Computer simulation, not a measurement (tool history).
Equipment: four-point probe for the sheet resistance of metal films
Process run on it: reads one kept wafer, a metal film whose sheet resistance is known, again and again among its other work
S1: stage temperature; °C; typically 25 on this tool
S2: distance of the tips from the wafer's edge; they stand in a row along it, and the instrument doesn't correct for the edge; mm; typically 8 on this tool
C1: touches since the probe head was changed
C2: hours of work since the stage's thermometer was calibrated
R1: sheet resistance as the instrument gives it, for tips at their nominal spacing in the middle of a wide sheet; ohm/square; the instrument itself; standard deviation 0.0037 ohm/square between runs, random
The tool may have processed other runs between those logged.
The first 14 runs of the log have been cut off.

run 15 hour=187.3 | S1=25 S2=10 | C1=13717 C2=365 | R1=18.344118
run 16 hour=199.9 | S1=25 S2=10 | C1=13954 C2=371 | R1=18.339318
run 17 hour=213.4 | S1=25 S2=10 | C1=14206 C2=377 | R1=18.344662
run 18 hour=231.3 | S1=20 S2=20 | C1=14541 C2=385 | R1=18.294195
run 19 hour=241.9 | S1=24 S2=7 | C1=14739 C2=389 | R1=18.373636
run 20 hour=260.9 | S1=30 S2=6 | C1=15095 C2=398 | R1=18.436710
run 21 hour=269.3 | S1=24 S2=8 | C1=15252 C2=402 | R1=18.358477
run 22 hour=286.8 | S1=33 S2=8 | C1=15579 C2=409 | R1=18.394614
run 23 hour=295.4 | S1=33 S2=8 | C1=15740 C2=413 | R1=18.396688
run 24 hour=304.7 | S1=33 S2=8 | C1=15913 C2=417 | R1=18.397873
run 25 hour=323.7 | S1=25 S2=26 | C1=16270 C2=426 | R1=18.309233

Run 26 comes next. What will it give?
run 26 hour=340.9 | S1=25 S2=15 | C1=16590 C2=434 | R1=?

{"run 26": {"R1": 18.31905}}
If the tool had no hidden condition, the same run with the same run-to-run variation would have returned R1 18.319355 ohm/square.

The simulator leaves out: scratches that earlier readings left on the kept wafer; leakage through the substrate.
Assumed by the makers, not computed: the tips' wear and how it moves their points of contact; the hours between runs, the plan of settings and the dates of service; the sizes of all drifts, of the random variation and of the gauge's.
